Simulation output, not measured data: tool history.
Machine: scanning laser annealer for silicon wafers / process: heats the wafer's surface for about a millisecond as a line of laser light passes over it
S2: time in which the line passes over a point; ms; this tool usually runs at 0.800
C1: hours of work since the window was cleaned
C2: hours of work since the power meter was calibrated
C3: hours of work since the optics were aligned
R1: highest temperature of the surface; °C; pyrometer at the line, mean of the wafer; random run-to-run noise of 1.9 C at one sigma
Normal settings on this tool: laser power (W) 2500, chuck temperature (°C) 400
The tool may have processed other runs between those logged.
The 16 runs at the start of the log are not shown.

run 17 hour=332.7 | laser_power_(W)=2500 S2=0.800 chuck_temperature_(°C)=400 | C1=736 C2=465 C3=736 | R1=1108
run 18 hour=359.2 | laser_power_(W)=2706 S2=0.800 chuck_temperature_(°C)=400 | C1=748 C2=477 C3=748 | R1=1168
run 19 hour=371.3 | laser_power_(W)=2416 S2=0.896 chuck_temperature_(°C)=414 | C1=753 C2=482 C3=753 | R1=1137
run 20 hour=390.0 | laser_power_(W)=2416 S2=0.896 chuck_temperature_(°C)=414 | C1=761 C2=490 C3=761 | R1=1137
run 21 hour=406.5 | laser_power_(W)=2416 S2=0.744 chuck_temperature_(°C)=398 | C1=768 C2=497 C3=768 | R1=1063
run 22 hour=429.9 | laser_power_(W)=2416 S2=0.744 chuck_temperature_(°C)=398 | C1=778 C2=507 C3=778 | R1=1063
-- hour=433.7 window over the wafer cleaned
run 23 hour=459.0 | laser_power_(W)=2409 S2=0.800 chuck_temperature_(°C)=400 | C1=11 C2=519 C3=790 | R1=1111
run 24 hour=472.6 | laser_power_(W)=2409 S2=0.800 chuck_temperature_(°C)=400 | C1=17 C2=524 C3=795 | R1=1111
run 25 hour=495.3 | laser_power_(W)=2289 S2=0.765 chuck_temperature_(°C)=433 | C1=26 C2=534 C3=805 | R1=1096
run 26 hour=513.9 | laser_power_(W)=2289 S2=0.765 chuck_temperature_(°C)=433 | C1=34 C2=542 C3=813 | R1=1095
run 27 hour=536.0 | laser_power_(W)=2482 S2=0.812 chuck_temperature_(°C)=371 | C1=44 C2=552 C3=823 | R1=1108
run 28 hour=555.0 | laser_power_(W)=2502 S2=0.800 chuck_temperature_(°C)=400 | C1=52 C2=560 C3=831 | R1=1136
run 29 hour=571.3 | laser_power_(W)=2294 S2=0.723 chuck_temperature_(°C)=366 | C1=59 C2=567 C3=838 | R1=1012
run 30 hour=592.4 | laser_power_(W)=2294 S2=0.723 chuck_temperature_(°C)=366 | C1=68 C2=576 C3=847 | R1=1014
run 31 hour=614.9 | laser_power_(W)=2294 S2=0.723 chuck_temperature_(°C)=366 | C1=78 C2=585 C3=856 | R1=1016
run 32 hour=638.8 | laser_power_(W)=2731 S2=0.723 chuck_temperature_(°C)=367 | C1=88 C2=595 C3=867 | R1=1129
run 33 hour=655.9 | laser_power_(W)=2591 S2=0.634 chuck_temperature_(°C)=390 | C1=95 C2=603 C3=874 | R1=1074
run 34 hour=669.6 | laser_power_(W)=2275 S2=0.731 chuck_temperature_(°C)=375 | C1=101 C2=609 C3=880 | R1=1018
-- hour=700.7 optics aligned, line set to its width
run 35 hour=700.7 | laser_power_(W)=2348 S2=0.597 chuck_temperature_(°C)=416 | C1=112 C2=620 C3=0 | R1=1027

4 ways to go on from here, each from the tool as it stands after run 35. What would each give?
run A hour=728.3 | laser_power_(W)=2500 S2=0.800 chuck_temperature_(°C)=435 | C1=124 C2=632 C3=12 | R1=?
run B hour=728.3 | laser_power_(W)=2189 S2=0.676 chuck_temperature_(°C)=375 | C1=124 C2=632 C3=12 | R1=?
run C hour=728.3 | laser_power_(W)=2500 S2=0.812 chuck_temperature_(°C)=400 | C1=124 C2=632 C3=12 | R1=?
run D hour=728.3 | laser_power_(W)=2500 S2=0.800 chuck_temperature_(°C)=416 | C1=124 C2=632 C3=12 | R1=?

run=A R1=1171
run=B R1=982
run=C R1=1144
run=D R1=1150
The same runs, with their run-to-run variation unchanged, on a tool lacking any hidden condition would have given:
run=A R1=1181
run=B R1=991
run=C R1=1155
run=D R1=1161
